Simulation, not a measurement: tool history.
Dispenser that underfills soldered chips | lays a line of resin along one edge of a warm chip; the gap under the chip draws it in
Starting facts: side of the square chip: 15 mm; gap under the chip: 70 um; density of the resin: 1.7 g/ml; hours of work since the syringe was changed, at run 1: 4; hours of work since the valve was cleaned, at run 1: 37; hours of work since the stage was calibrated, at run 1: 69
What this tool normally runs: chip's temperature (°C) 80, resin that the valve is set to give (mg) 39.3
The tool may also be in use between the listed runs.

| run | hour | chip's temperature (°C) | resin that the valve is set to give (mg) | hours of work since the syringe was changed | hours of work since the valve was cleaned | hours of work since the stage was calibrated | time until the resin shows at the far edge (s) | resin that the valve gave (mg) |
|---|---|---|---|---|---|---|---|---|
| 1 | 0 | 80 | 39.3 | 4 | 37 | 69 | 59.6 | 38.37 |
|  | 1.8 | new syringe of resin |
| 2 | 3.9 | 80 | 39.3 | 1 | 40 | 71 | 50.8 | 38.36 |
| 3 | 7 | 80 | 39.3 | 3 | 41 | 73 | 55.3 | 38.42 |
|  | 10.7 | new syringe of resin |
| 4 | 11.6 | 80 | 39.3 | 1 | 44 | 76 | 51 | 38.25 |
| 5 | 16.5 | 80 | 39.3 | 3 | 47 | 79 | 56.4 | 38.29 |
|  | 19.9 | new syringe of resin |
| 6 | 21.6 | 80 | 39.3 | 1 | 50 | 82 | 52.7 | 38.22 |
| 7 | 24.2 | 80 | 39.3 | 3 | 52 | 83 | 57.2 | 38.06 |
| 8 | 27.4 | 88 | 35.7 | 5 | 53 | 85 | 45.1 | 34.49 |
|  | 29.1 | new syringe of resin |
| 9 | 32.6 | 88 | 35.7 | 2 | 56 | 88 | 40.6 | 34.39 |
| 10 | 36.4 | 90 | 39.3 | 4 | 59 | 91 | 40.1 | 37.82 |
|  | 38.1 | new syringe of resin |
| 11 | 39.3 | 74 | 39.3 | 1 | 60 | 92 | 66 | 37.9 |
| 12 | 41.8 | 74 | 39.3 | 2 | 62 | 94 | 69.5 | 37.93 |
|  | 43.9 | dispensing valve cleaned and set on the balance |
|  | 48.3 | new syringe of resin |
| 13 | 48.9 | 74 | 39.3 | 0 | 3 | 97 | 65.2 | 39.23 |

Forecast each of these 5 alternatives for the next run:
| A | 55.2 | 84 | 39.3 | 4 | 7 | 101 | ? | ? |
| B | 55.2 | 78 | 48.7 | 4 | 7 | 101 | ? | ? |
| C | 55.2 | 80 | 44 | 4 | 7 | 101 | ? | ? |
| D | 55.2 | 87 | 36.9 | 4 | 7 | 101 | ? | ? |
| E | 55.2 | 90 | 49.5 | 4 | 7 | 101 | ? | ? |

| run | time until the resin shows at the far edge (s) | resin that the valve gave (mg) |
|---|---|---|
| A | 49.4 | 39.06 |
| B | 61.6 | 48.47 |
| C | 57 | 43.83 |
| D | 44.4 | 36.91 |
| E | 37.9 | 49.14 |
Stripped of hidden state, with their random variation kept, the same runs would have yielded:
| run | time until the resin shows at the far edge (s) | resin that the valve gave (mg) |
|---|---|---|
| A | 44.1 | 39.22 |
| B | 55.1 | 48.67 |
| C | 50.9 | 44.01 |
| D | 39.6 | 37.06 |
| E | 33.7 | 49.34 |
